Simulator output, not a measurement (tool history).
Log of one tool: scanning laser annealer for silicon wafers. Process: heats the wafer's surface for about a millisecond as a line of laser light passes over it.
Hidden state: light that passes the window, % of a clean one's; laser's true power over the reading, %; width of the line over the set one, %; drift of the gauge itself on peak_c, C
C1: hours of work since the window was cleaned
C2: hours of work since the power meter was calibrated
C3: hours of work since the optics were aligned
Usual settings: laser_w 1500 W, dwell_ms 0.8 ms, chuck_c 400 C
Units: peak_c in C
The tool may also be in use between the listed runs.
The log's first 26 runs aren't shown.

{"run": 27, "hour": 1279.8, "laser_w": 1335, "dwell_ms": 0.615, "chuck_c": 400, "C1": 132, "C2": 2378, "C3": 182, "peak_c": 932}
{"run": 28, "hour": 1314.2, "laser_w": 1307, "dwell_ms": 0.61, "chuck_c": 401, "C1": 158, "C2": 2404, "C3": 207, "peak_c": 916}
{"run": 29, "hour": 1377.4, "laser_w": 1516, "dwell_ms": 0.8, "chuck_c": 400, "C1": 205, "C2": 2451, "C3": 255, "peak_c": 1101}
{"hour": 1402.7, "done": "optics aligned, line set to its width, once more"}
{"run": 30, "hour": 1444.8, "laser_w": 1622, "dwell_ms": 0.722, "chuck_c": 431, "C1": 252, "C2": 2498, "C3": 31, "peak_c": 1193}
{"run": 31, "hour": 1503.7, "laser_w": 1500, "dwell_ms": 0.959, "chuck_c": 371, "C1": 296, "C2": 2542, "C3": 76, "peak_c": 1145}
{"run": 32, "hour": 1540.1, "laser_w": 1500, "dwell_ms": 0.959, "chuck_c": 371, "C1": 323, "C2": 2569, "C3": 103, "peak_c": 1139}
{"run": 33, "hour": 1583.8, "laser_w": 1500, "dwell_ms": 0.68, "chuck_c": 392, "C1": 355, "C2": 2602, "C3": 135, "peak_c": 1049}
{"run": 34, "hour": 1637.4, "laser_w": 1648, "dwell_ms": 0.667, "chuck_c": 400, "C1": 396, "C2": 2642, "C3": 176, "peak_c": 1133}
{"run": 35, "hour": 1689.1, "laser_w": 1648, "dwell_ms": 0.667, "chuck_c": 400, "C1": 434, "C2": 2681, "C3": 214, "peak_c": 1134}
{"run": 36, "hour": 1726.5, "laser_w": 1351, "dwell_ms": 0.667, "chuck_c": 381, "C1": 462, "C2": 2708, "C3": 242, "peak_c": 941}
{"run": 37, "hour": 1785.3, "laser_w": 1569, "dwell_ms": 0.8, "chuck_c": 400, "C1": 506, "C2": 2753, "C3": 286, "peak_c": 1134}
{"hour": 1818.8, "done": "window over the wafer cleaned"}
{"run": 38, "hour": 1840.1, "laser_w": 1569, "dwell_ms": 0.8, "chuck_c": 413, "C1": 16, "C2": 2792, "C3": 326, "peak_c": 1192}
{"run": 39, "hour": 1880.7, "laser_w": 1569, "dwell_ms": 0.8, "chuck_c": 413, "C1": 46, "C2": 2822, "C3": 356, "peak_c": 1187}
{"run": 40, "hour": 1941.1, "laser_w": 1501, "dwell_ms": 0.711, "chuck_c": 374, "C1": 92, "C2": 2868, "C3": 401, "peak_c": 1066}
{"run": 41, "hour": 1993.5, "laser_w": 1404, "dwell_ms": 0.7, "chuck_c": 434, "C1": 131, "C2": 2907, "C3": 440, "peak_c": 1058}
{"run": 42, "hour": 2023.5, "laser_w": 1361, "dwell_ms": 0.8, "chuck_c": 400, "C1": 153, "C2": 2929, "C3": 463, "peak_c": 1035}

3 ways to go on from here, each from the tool as it stands after run 42. What would each give?
{"run": "A", "hour": 2055.1, "laser_w": 1306, "dwell_ms": 0.8, "chuck_c": 409, "C1": 177, "C2": 2953, "C3": 486, "peak_c": "?"}
{"run": "B", "hour": 2055.1, "laser_w": 1563, "dwell_ms": 0.8, "chuck_c": 397, "C1": 177, "C2": 2953, "C3": 486, "peak_c": "?"}
{"run": "C", "hour": 2055.1, "laser_w": 1361, "dwell_ms": 0.8, "chuck_c": 383, "C1": 177, "C2": 2953, "C3": 486, "peak_c": "?"}

run=A peak_c=1006
run=B peak_c=1157
run=C peak_c=1015
Without the tool's hidden state the same runs would have given:
run=A peak_c=1003
run=B peak_c=1154
run=C peak_c=1012
